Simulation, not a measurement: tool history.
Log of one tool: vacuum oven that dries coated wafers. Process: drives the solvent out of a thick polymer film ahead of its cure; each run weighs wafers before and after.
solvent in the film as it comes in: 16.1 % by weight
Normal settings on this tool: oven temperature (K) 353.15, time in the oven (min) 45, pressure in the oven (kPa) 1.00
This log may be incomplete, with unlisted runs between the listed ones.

Run 1, hour 0.0: usual settings. Result: solvent left in the film (%) 1.64.
At hour 81.4: vacuum gauge cleaned of residue and calibrated.
Run 2, hour 90.7: usual settings but oven temperature (K) 361.15. Result: solvent left in the film (%) 0.59.
Run 3, hour 171.9: usual settings but oven temperature (K) 361.15. Result: solvent left in the film (%) 0.69.
Run 4, hour 268.0: usual settings but oven temperature (K) 361.15. Result: solvent left in the film (%) 0.69.
Run 5, hour 374.3: usual settings but oven temperature (K) 361.15. Result: solvent left in the film (%) 0.74.
Run 6, hour 445.8: usual settings but oven temperature (K) 361.15. Result: solvent left in the film (%) 0.75.
Run 7, hour 509.1: usual settings. Result: solvent left in the film (%) 1.75.
Run 8, hour 579.3: usual settings. Result: solvent left in the film (%) 1.62.
At hour 624.7: oven's thermocouples calibrated.
Run 9, hour 637.4: usual settings but oven temperature (K) 343.15. Result: solvent left in the film (%) 3.23.
Run 10, hour 726.3: usual settings but oven temperature (K) 357.15, time in the oven (min) 47, pressure in the oven (kPa) 1.01. Result: solvent left in the film (%) 0.76.
Run 11, hour 832.5: usual settings but pressure in the oven (kPa) 3.12. Result: solvent left in the film (%) 1.92.
Run 12, hour 899.2: usual settings but pressure in the oven (kPa) 3.12. Result: solvent left in the film (%) 2.04.
Run 13, hour 949.8: usual settings but oven temperature (K) 367.15, time in the oven (min) 37, pressure in the oven (kPa) 1.05. Result: solvent left in the film (%) 0.41.
Run 14, hour 1052.1: usual settings but oven temperature (K) 348.15, pressure in the oven (kPa) 0.84. Result: solvent left in the film (%) 2.19.
Run 15, hour 1125.5: usual settings but oven temperature (K) 348.15, pressure in the oven (kPa) 0.84. Result: solvent left in the film (%) 2.26.
Run 16, hour 1223.5: usual settings but oven temperature (K) 348.15, pressure in the oven (kPa) 0.84. Result: solvent left in the film (%) 2.30.
Run 17, hour 1292.1: usual settings but oven temperature (K) 342.15, time in the oven (min) 24, pressure in the oven (kPa) 1.47. Result: solvent left in the film (%) 6.71.

Alternative continuations, all from the tool just after run 17; predict every row:
Run A, hour 1391.5: usual settings but oven temperature (K) 342.15, time in the oven (min) 27, pressure in the oven (kPa) 1.47. Result: solvent left in the film (%) ?.
Run B, hour 1391.5: usual settings but oven temperature (K) 363.15, time in the oven (min) 24, pressure in the oven (kPa) 2.08. Result: solvent left in the film (%) ?.
Run C, hour 1391.5: usual settings but oven temperature (K) 346.15, time in the oven (min) 41, pressure in the oven (kPa) 0.65. Result: solvent left in the film (%) ?.
Run D, hour 1391.5: usual settings but oven temperature (K) 354.15. Result: solvent left in the film (%) ?.
Run E, hour 1391.5: usual settings but time in the oven (min) 67, pressure in the oven (kPa) 1.61. Result: solvent left in the film (%) ?.

run  solvent left in the film (%)
  A                          6.35
  B                          2.06
  C                          3.15
  D                          1.42
  E                          0.98
Had the tool no hidden state, the same runs would have come out as:
run  solvent left in the film (%)
  A                          5.88
  B                          1.78
  C                          2.73
  D                          1.15
  E                          0.78

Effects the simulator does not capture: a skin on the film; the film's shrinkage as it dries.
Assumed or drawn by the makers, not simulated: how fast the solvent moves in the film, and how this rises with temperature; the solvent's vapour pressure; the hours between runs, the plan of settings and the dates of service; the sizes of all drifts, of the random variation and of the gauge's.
